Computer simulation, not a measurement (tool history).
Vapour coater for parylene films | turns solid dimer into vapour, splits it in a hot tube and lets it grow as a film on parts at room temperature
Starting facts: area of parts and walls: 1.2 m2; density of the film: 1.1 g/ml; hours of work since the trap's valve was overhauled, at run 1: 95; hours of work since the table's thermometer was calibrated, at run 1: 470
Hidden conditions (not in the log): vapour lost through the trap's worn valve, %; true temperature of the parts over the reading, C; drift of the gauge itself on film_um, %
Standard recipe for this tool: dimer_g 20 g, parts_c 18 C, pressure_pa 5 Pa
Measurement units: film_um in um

run,day,dimer_g,parts_c,pressure_pa,hours of work since the trap's valve was overhauled,hours of work since the table's thermometer was calibrated,film_um
1,0,20,18,5,95,470,10.69
2,1.421,20,18,5,110,485,10.64
3,2.75,20,18,3.36,124,499,11.26
4,4.062,23,18,5,138,512,12.08
5,5.8,20,18,5,156,531,10.55
6,6.7,20,18,5,165,540,10.44
7,7.729,20,18,5,176,551,10.33
8,9.129,20,18,5,191,565,10.4
9,10.25,20,18,5,202,577,10.26
10,11.275,20,18,5,213,588,10.37
11,12.058,20,18,5,221,596,10.24
# day 12.579: trap's valve overhauled
12,13.692,20,18,5,12,611,11.04
13,14.979,20,18,5,25,625,10.84
14,16.458,20,18,5,41,640,10.78
15,18.088,25,16,3.64,57,657,14.8
16,19.571,25,16,3.64,73,673,14.66
17,21.212,25,16,3.64,90,690,14.65
18,22.704,25,16,3.64,106,705,14.45
19,24.417,20,11,9.86,124,723,11.3
20,25.9,19,14,4.42,139,739,11.08
21,26.717,26,25,5.36,148,747,11.65
22,27.567,20,17,6.33,156,756,10.28
23,28.412,18,30,9.6,165,765,6.67
24,29.325,11,11,7.15,175,774,6.27
25,30.283,24,27,3.44,185,784,10.52

Forecast each of these 4 alternatives for the next run:
A,31.196,35,13,5.64,194,794,?
B,31.196,33,15,4.01,194,794,?
C,31.196,16,27,11.87,194,794,?
D,31.196,24,11,5.68,194,794,?

run,film_um
A,19.81
B,18.67
C,5.96
D,14.38
Without the tool's hidden state the same runs would have given:
run,film_um
A,21.35
B,20.13
C,6.43
D,15.5
